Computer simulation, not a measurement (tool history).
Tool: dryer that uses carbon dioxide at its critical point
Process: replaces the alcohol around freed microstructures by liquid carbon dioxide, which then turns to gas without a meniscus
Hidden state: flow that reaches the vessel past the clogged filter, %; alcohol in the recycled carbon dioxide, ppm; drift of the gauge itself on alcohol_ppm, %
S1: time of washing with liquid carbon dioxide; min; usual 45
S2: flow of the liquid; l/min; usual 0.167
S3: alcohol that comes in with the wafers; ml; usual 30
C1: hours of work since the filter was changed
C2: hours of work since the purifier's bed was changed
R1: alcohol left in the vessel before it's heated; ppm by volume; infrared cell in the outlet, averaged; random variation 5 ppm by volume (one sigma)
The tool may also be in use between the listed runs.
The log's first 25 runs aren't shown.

run 26 hour=1171.4 | S1=36 S2=0.164 S3=57 | C1=163 C2=613 | R1=688
run 27 hour=1237.9 | S1=39 S2=0.261 S3=25 | C1=193 C2=643 | R1=272
run 28 hour=1287 | S1=57 S2=0.155 S3=96 | C1=215 C2=665 | R1=353
-- hour=1320.2 purifier's bed changed
run 29 hour=1352 | S1=57 S2=0.155 S3=96 | C1=243 C2=14 | R1=97
run 30 hour=1397.4 | S1=57 S2=0.155 S3=96 | C1=263 C2=35 | R1=124
run 31 hour=1433.3 | S1=45 S2=0.177 S3=21 | C1=279 C2=51 | R1=65
run 32 hour=1470.1 | S1=45 S2=0.235 S3=25 | C1=295 C2=67 | R1=35
run 33 hour=1500.3 | S1=28 S2=0.17 S3=115 | C1=309 C2=81 | R1=3185
run 34 hour=1533 | S1=64 S2=0.125 S3=93 | C1=324 C2=95 | R1=293
run 35 hour=1559.8 | S1=43 S2=0.254 S3=50 | C1=336 C2=107 | R1=71
-- hour=1617.1 inlet filter changed
run 36 hour=1619.7 | S1=45 S2=0.167 S3=38 | C1=1 C2=134 | R1=100
run 37 hour=1667.4 | S1=45 S2=0.167 S3=38 | C1=23 C2=155 | R1=113
run 38 hour=1699.9 | S1=58 S2=0.167 S3=30 | C1=37 C2=170 | R1=82
run 39 hour=1762.9 | S1=40 S2=0.197 S3=30 | C1=65 C2=198 | R1=119
run 40 hour=1818 | S1=53 S2=0.146 S3=30 | C1=90 C2=222 | R1=129
run 41 hour=1868 | S1=53 S2=0.146 S3=106 | C1=112 C2=245 | R1=261
run 42 hour=1920 | S1=50 S2=0.146 S3=106 | C1=136 C2=268 | R1=361
run 43 hour=1970 | S1=45 S2=0.144 S3=109 | C1=158 C2=290 | R1=638
run 44 hour=2022.6 | S1=45 S2=0.144 S3=109 | C1=182 C2=314 | R1=693
run 45 hour=2067.6 | S1=45 S2=0.144 S3=109 | C1=202 C2=334 | R1=751
run 46 hour=2120.5 | S1=29 S2=0.114 S3=46 | C1=225 C2=358 | R1=3506

4 ways to go on from here, each from the tool as it stands after run 46. What would each give?
run A hour=2149 | S1=46 S2=0.114 S3=24 | C1=238 C2=371 | R1=?
run B hour=2149 | S1=29 S2=0.114 S3=109 | C1=238 C2=371 | R1=?
run C hour=2149 | S1=48 S2=0.114 S3=46 | C1=238 C2=371 | R1=?
run D hour=2149 | S1=30 S2=0.167 S3=32 | C1=238 C2=371 | R1=?

run=A R1=551
run=B R1=8377
run=C R1=771
run=D R1=762
Without the tool's hidden state the same runs would have given:
run=A R1=229
run=B R1=5739
run=C R1=344
run=D R1=360
